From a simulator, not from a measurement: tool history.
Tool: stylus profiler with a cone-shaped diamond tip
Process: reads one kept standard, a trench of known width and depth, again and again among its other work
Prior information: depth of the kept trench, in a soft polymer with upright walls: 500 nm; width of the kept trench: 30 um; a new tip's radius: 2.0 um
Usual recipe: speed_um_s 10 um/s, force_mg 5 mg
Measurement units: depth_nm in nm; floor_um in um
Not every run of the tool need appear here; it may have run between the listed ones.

run	day	speed_um_s	force_mg	depth_nm	floor_um
1	0	10	5	512.24	27.31
2	0.525	10	5	511.95	27.34
3	1.075	10	5	511.85	27.32
4	1.971	10	5	511.94	27.29
5	3.217	11	5	511.81	27.31
6	3.779	11	5	511.9	27.24
7	4.671	11	5	512.09	27.3
8	5.492	11	5	511.74	27.26
9	6.4	11	5	511.74	27.26
10	6.979	10	5	511.74	27.26
11	8.092	10	5	511.9	27.27
12	8.717	10	5	511.9	27.22
13	9.512	34	5	511.79	27.12
14	10.142	34	5	512.06	27.15
15	10.846	33	5	511.71	27.14
16	12.142	10	5	511.38	27.22
17	13.171	10	5	511.8	27.25
18	14.146	29	5	511.93	27.09
19	15.229	29	5	511.42	27.11
20	16.188	29	5	511.65	27.13
# day 16.3: height scale calibrated on a step standard
21	17.029	3	5	511.5	27.21
22	17.783	10	2.06	506.3	27.16
# day 18.525: height scale calibrated on a step standard, once more
23	18.938	8	11.1	520.36	27.15
24	20.012	8	11.1	520.44	27.21
25	20.746	8	11.1	520.25	27.21
26	21.429	15	7.62	515.94	27.13
27	22.375	32	3.5	509.67	27.02
28	23.367	32	3.5	509.49	27.03
29	24.292	32	3.5	509.23	27
30	25.254	21	5.89	513.32	27.05
31	25.867	10	12.09	521.48	27.13
32	26.504	10	12.09	521.32	27.07
33	27.333	10	12.09	521.48	27.07
34	28.629	7	14.58	524.07	27.07
35	29.767	7	14.58	524.28	27.11
36	30.596	7	14.58	524.27	27.07
37	31.404	5	13.97	523.44	27.15
38	32.167	4	5.65	513	27.11
39	33.388	2	4.13	510.45	27.03
40	34.338	13	5.85	513.06	27.03
41	34.862	20	11.18	520.02	27.02
42	35.662	4	2.49	507.36	27.04
43	36.4	4	2.49	507.3	27.01
44	37.571	4	2.49	507.38	27.03

Below are 3 alternative next runs, each starting from the tool's condition after run 44. Predict each:
A	38.162	17	1.7	?	?
B	38.162	21	5	?	?
C	38.162	18	2.59	?	?

run	depth_nm	floor_um
A	505.51	26.94
B	511.67	26.98
C	507.45	26.93
What these runs would have given with no unlogged condition in the tool:
run	depth_nm	floor_um
A	505.69	27.25
B	511.86	27.29
C	507.64	27.24

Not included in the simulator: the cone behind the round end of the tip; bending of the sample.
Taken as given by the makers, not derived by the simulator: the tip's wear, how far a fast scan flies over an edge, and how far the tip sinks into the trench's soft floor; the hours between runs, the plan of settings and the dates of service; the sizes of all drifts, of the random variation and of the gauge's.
